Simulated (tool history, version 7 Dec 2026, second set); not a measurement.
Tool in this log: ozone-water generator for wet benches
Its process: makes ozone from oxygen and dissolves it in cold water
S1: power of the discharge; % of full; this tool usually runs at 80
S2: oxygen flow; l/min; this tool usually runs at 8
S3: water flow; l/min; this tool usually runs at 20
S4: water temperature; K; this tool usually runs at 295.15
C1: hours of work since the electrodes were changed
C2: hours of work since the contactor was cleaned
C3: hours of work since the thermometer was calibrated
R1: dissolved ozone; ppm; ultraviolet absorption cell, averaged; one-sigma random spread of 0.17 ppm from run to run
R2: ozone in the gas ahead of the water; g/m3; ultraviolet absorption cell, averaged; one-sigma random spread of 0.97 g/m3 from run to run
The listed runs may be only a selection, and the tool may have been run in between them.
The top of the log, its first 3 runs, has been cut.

| run | hour | S1 | S2 | S3 | S4 | C1 | C2 | C3 | R1 | R2 |
|---|---|---|---|---|---|---|---|---|---|---|
| 4 | 70.7 | 80 | 8 | 28 | 295.15 | 356 | 4232 | 356 | 16.5 | 164.2 |
| 5 | 89.7 | 80 | 8 | 20 | 289.15 | 371 | 4247 | 371 | 24.2 | 165.7 |
| 6 | 116.2 | 80 | 8 | 16 | 295.15 | 391 | 4267 | 391 | 24.8 | 164.5 |
| 7 | 139.9 | 80 | 6.33 | 20 | 295.15 | 410 | 4286 | 410 | 22.9 | 189.9 |
| 8 | 156.7 | 80 | 6.33 | 20 | 295.15 | 423 | 4299 | 423 | 22.7 | 190.1 |
| 9 | 174.1 | 80 | 6.33 | 20 | 295.15 | 436 | 4312 | 436 | 22.5 | 190.8 |
| 10 | 197.4 | 80 | 6.33 | 20 | 295.15 | 454 | 4330 | 454 | 22.4 | 188.9 |
| 11 | 215.4 | 80 | 6.33 | 20 | 295.15 | 468 | 4344 | 468 | 22.5 | 190.4 |
| 12 | 247.5 | 80 | 6.51 | 20 | 295.15 | 493 | 4369 | 493 | 22.6 | 186.7 |
| 13 | 265.7 | 68 | 6.51 | 20 | 295.15 | 507 | 4383 | 507 | 19.2 | 160 |
| 14 | 282 | 68 | 6.51 | 20 | 295.15 | 520 | 4396 | 520 | 19 | 160.7 |
| 15 | 305.1 | 68 | 6.51 | 20 | 295.15 | 538 | 4414 | 538 | 19.1 | 160.3 |
| 16 | 328.4 | 68 | 6.51 | 20 | 296.15 | 556 | 4432 | 556 | 19 | 159.1 |
|  | 335.4 | contactor cleaned |
| 17 | 351.7 | 54 | 7.27 | 20 | 296.15 | 571 | 13 | 571 | 14.6 | 121.8 |
| 18 | 383.6 | 54 | 7.27 | 20 | 296.15 | 595 | 37 | 595 | 14.7 | 118.8 |
| 19 | 420.5 | 96 | 7.27 | 29 | 295.15 | 624 | 66 | 624 | 19.1 | 206.8 |
| 20 | 443.9 | 96 | 7.27 | 29 | 295.15 | 642 | 84 | 642 | 19.3 | 205.5 |
|  | 463.6 | contactor cleaned, once more |
| 21 | 470.8 | 65 | 8 | 20 | 295.15 | 660 | 6 | 660 | 18.2 | 135.9 |
| 22 | 506.6 | 42 | 6 | 20 | 295.15 | 687 | 33 | 687 | 12.8 | 107.7 |
| 23 | 524.4 | 42 | 6 | 20 | 295.15 | 701 | 47 | 701 | 12.9 | 107.6 |
| 24 | 541.2 | 42 | 11.89 | 20 | 294.15 | 714 | 60 | 714 | 11.2 | 70.4 |
| 25 | 565.6 | 44 | 8 | 13 | 290.15 | 733 | 79 | 733 | 18 | 92.8 |
| 26 | 596.5 | 98 | 6.59 | 18 | 290.15 | 757 | 103 | 757 | 32.5 | 223.8 |
| 27 | 624.8 | 81 | 10.19 | 18 | 292.15 | 779 | 125 | 779 | 24.1 | 143.1 |
| 28 | 654 | 81 | 10.19 | 18 | 292.15 | 802 | 147 | 802 | 23.8 | 142.2 |

The next listed run, before its measurement:
| 29 | 683.1 | 59 | 14.16 | 29 | 303.15 | 824 | 170 | 824 | ? | ? |

{"run 29": {"R1": 9.7, "R2": 85.6}}
On a tool with no hidden condition, and with the same random variation, this run would have come out at R1 9.8 ppm, R2 86.4 g/m3.

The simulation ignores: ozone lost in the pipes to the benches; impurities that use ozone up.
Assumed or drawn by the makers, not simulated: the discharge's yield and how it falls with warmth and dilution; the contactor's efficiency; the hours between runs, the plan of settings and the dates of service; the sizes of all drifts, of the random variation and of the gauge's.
